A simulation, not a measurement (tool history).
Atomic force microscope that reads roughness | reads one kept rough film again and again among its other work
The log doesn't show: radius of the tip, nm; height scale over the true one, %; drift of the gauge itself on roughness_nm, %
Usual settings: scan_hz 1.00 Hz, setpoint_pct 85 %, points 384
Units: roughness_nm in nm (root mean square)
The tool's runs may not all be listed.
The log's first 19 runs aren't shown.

run   hour  scan_hz  setpoint_pct  points  pictures with this tip  hours of work since the height scale was calibrated  roughness_nm
 20  202.8     3.95            56     975                     259                                                  165         2.547
 21  210.2     0.53            88     332                     271                                                  169         2.582
 22  224.1     0.69            84     413                     294                                                  177         2.556
 23  234.7     0.69            59     413                     312                                                  183         2.681
     235.9  -- new tip fitted
 24  247.1     0.75            67     618                      19                                                  190         2.729
 25  255.6     0.75            67     618                      34                                                  195         2.754
 26  268.8     1.00            77     384                      56                                                  203         2.638
 27  282.7     3.11            75     815                      79                                                  211         2.361
 28  294.7     2.40            86     288                      99                                                  218         2.223
 29  301.4     2.40            86     417                     111                                                  222         2.217
 30  311.8     0.68            61     774                     128                                                  229         2.741
 31  323.5     3.03            62     376                     148                                                  235         2.546
 32  335.9     1.43            65     469                     169                                                  243         2.639
 33  350.4     1.43            65     469                     193                                                  251         2.633

5 ways to go on from here, each from the tool as it stands after run 33. What would each give?
  A  362.9     1.43            65     524                     214                                                  259             ?
  B  362.9     0.82            80     392                     214                                                  259             ?
  C  362.9     3.43            65     469                     214                                                  259             ?
  D  362.9     1.43            72     650                     214                                                  259             ?
  E  362.9     0.63            61     697                     214                                                  259             ?

run  roughness_nm
  A         2.626
  B         2.577
  C         2.468
  D         2.579
  E         2.711
Without the tool's hidden state the same runs would have given:
run  roughness_nm
  A         2.709
  B         2.659
  C         2.546
  D         2.660
  E         2.797

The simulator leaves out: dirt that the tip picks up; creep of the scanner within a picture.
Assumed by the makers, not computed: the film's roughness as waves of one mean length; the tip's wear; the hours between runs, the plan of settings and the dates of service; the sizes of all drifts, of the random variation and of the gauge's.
